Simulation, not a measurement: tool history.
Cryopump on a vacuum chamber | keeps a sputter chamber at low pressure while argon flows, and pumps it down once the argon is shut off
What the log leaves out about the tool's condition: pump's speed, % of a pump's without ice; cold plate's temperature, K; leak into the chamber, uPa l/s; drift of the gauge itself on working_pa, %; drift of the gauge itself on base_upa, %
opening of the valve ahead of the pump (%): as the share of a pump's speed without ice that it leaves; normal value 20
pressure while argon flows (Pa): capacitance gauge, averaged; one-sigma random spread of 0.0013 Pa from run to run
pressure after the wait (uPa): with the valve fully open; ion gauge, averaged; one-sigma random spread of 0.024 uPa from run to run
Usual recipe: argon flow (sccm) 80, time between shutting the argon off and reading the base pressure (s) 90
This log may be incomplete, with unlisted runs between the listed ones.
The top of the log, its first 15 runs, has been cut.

run,day,argon flow (sccm),time between shutting the argon off and reading the base pressure (s),opening of the valve ahead of the pump (%),hours of work since the pump was warmed up and emptied,hours of work since the cold head was overhauled,hours of work since the chamber's fittings were tightened,pressure while argon flows (Pa),pressure after the wait (uPa)
16,49.096,80,114,20,458,4894,1108,0.3258,1.85
17,52.558,80,114,20,531,4968,1182,0.3278,1.96
18,55.5,156,114,21,594,5030,1244,0.6147,2.01
19,57.812,80,48,32,643,5079,1293,0.2112,2.92
20,61.033,39,38,32,711,5147,1361,0.1041,3.44
21,64.458,39,38,32,783,5220,1434,0.1051,3.47
22,66.621,157,30,52,829,5266,1480,0.2783,4.08
23,70.542,85,94,18,912,5349,1563,0.3927,2.65
24,74.3,85,94,18,992,5428,1642,0.3951,2.85
25,76.942,138,90,20,1048,5484,1698,0.5928,3.01
# day 79.083: pump warmed up, emptied and cooled again
26,80.204,138,90,20,24,5549,1763,0.5468,2.37
27,83.967,138,90,20,103,5629,1843,0.5442,2.52
28,86.683,138,90,20,161,5686,1900,0.5479,2.51
# day 90.608: leaking fittings of the chamber tightened, without venting
29,91.25,138,90,20,256,5781,14,0.5537,0.91
30,93.258,51,90,37,299,5824,56,0.1131,0.97
31,95.971,51,57,37,356,5881,114,0.1139,1.4
32,98.346,51,57,37,406,5932,164,0.1132,1.5
33,101.746,84,293,20,478,6004,236,0.3389,0.64

Forecast each of these 3 alternatives for the next run:
A,105.567,66,79,38,559,6084,317,?,?
B,105.567,158,103,47,559,6084,317,?,?
C,105.567,153,293,20,559,6084,317,?,?

run,pressure while argon flows (Pa),pressure after the wait (uPa)
A,0.1475,1.31
B,0.2874,1.11
C,0.6239,0.74
Stripped of hidden state, with their random variation kept, the same runs would have yielded:
run,pressure while argon flows (Pa),pressure after the wait (uPa)
A,0.1358,0.96
B,0.2597,0.75
C,0.5968,0.38
